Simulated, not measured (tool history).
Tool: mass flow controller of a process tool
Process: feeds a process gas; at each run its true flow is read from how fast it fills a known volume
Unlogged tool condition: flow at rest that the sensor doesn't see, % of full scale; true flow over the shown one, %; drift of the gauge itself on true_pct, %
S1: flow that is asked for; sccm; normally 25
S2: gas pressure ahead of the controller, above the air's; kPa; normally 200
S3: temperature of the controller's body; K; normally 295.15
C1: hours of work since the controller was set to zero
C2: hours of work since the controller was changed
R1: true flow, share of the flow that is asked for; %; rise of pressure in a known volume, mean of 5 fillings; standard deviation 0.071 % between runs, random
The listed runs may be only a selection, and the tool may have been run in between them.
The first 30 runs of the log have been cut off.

Run 31, hour 2063.6: usual settings but S1 13 sccm, S2 187 kPa, S3 298.15 K; C1 1556; C2 1556. Result: R1 99.05 %.
Run 32, hour 2142.6: usual settings but S3 302.15 K; C1 1593; C2 1593. Result: R1 98.93 %.
Run 33, hour 2190.5: usual settings but S1 21 sccm, S3 294.15 K; C1 1616; C2 1616. Result: R1 99.45 %.
Run 34, hour 2240.1: usual settings but S2 156 kPa; C1 1640; C2 1640. Result: R1 99.71 %.
Run 35, hour 2322.8: usual settings but S1 7 sccm, S2 249 kPa, S3 306.15 K; C1 1679; C2 1679. Result: R1 98.04 %.
Run 36, hour 2396.0: usual settings but S3 300.15 K; C1 1714; C2 1714. Result: R1 99.16 %.
Run 37, hour 2454.6: usual settings but S3 300.15 K; C1 1742; C2 1742. Result: R1 99.08 %.
Run 38, hour 2528.6: usual settings but S1 20 sccm, S2 279 kPa, S3 300.15 K; C1 1777; C2 1777. Result: R1 98.78 %.
Run 39, hour 2584.1: usual settings but S2 209 kPa, S3 294.15 K; C1 1803; C2 1803. Result: R1 99.53 %.
Run 40, hour 2626.9: usual settings but S2 209 kPa, S3 294.15 K; C1 1824; C2 1824. Result: R1 99.42 %.
Run 41, hour 2705.9: usual settings but S2 209 kPa, S3 294.15 K; C1 1861; C2 1861. Result: R1 99.51 %.
Run 42, hour 2773.4: usual settings but S2 209 kPa, S3 294.15 K; C1 1894; C2 1894. Result: R1 99.48 %.
Run 43, hour 2852.1: usual settings but S1 6 sccm, S2 231 kPa, S3 298.15 K; C1 1931; C2 1931. Result: R1 98.65 %.
Run 44, hour 2922.6: usual settings but S1 6 sccm, S2 231 kPa, S3 299.15 K; C1 1965; C2 1965. Result: R1 98.55 %.
Run 45, hour 2990.6: usual settings but S1 11 sccm, S2 232 kPa, S3 305.15 K; C1 1997; C2 1997. Result: R1 98.26 %.
Run 46, hour 3039.5: usual settings but S1 29 sccm, S2 180 kPa; C1 2020; C2 2020. Result: R1 99.65 %.
Run 47, hour 3112.5: usual settings but S1 7 sccm, S2 269 kPa, S3 294.15 K; C1 2055; C2 2055. Result: R1 98.93 %.
Run 48, hour 3178.0: usual settings but S2 204 kPa; C1 2086; C2 2086. Result: R1 99.54 %.
Run 49, hour 3243.5: usual settings but S1 23 sccm, S2 179 kPa, S3 298.15 K; C1 2117; C2 2117. Result: R1 99.32 %.

What if the next run were any one of these 4? Each begins from the tool's condition after run 49:
Run A, hour 3323.4: usual settings but S1 7 sccm, S3 300.15 K; C1 2155; C2 2155. Result: R1 ?.
Run B, hour 3323.4: usual settings but S1 45 sccm, S2 184 kPa, S3 306.15 K; C1 2155; C2 2155. Result: R1 ?.
Run C, hour 3323.4: usual settings but S1 5 sccm, S2 266 kPa, S3 298.15 K; C1 2155; C2 2155. Result: R1 ?.
Run D, hour 3323.4: usual settings but S2 186 kPa; C1 2155; C2 2155. Result: R1 ?.

run     R1
  A  98.52
  B  99.24
  C  98.64
  D  99.44
With the hidden condition removed and each run's random variation left untouched, the same runs would have given:
run     R1
  A  98.52
  B  99.24
  C  98.63
  D  99.44

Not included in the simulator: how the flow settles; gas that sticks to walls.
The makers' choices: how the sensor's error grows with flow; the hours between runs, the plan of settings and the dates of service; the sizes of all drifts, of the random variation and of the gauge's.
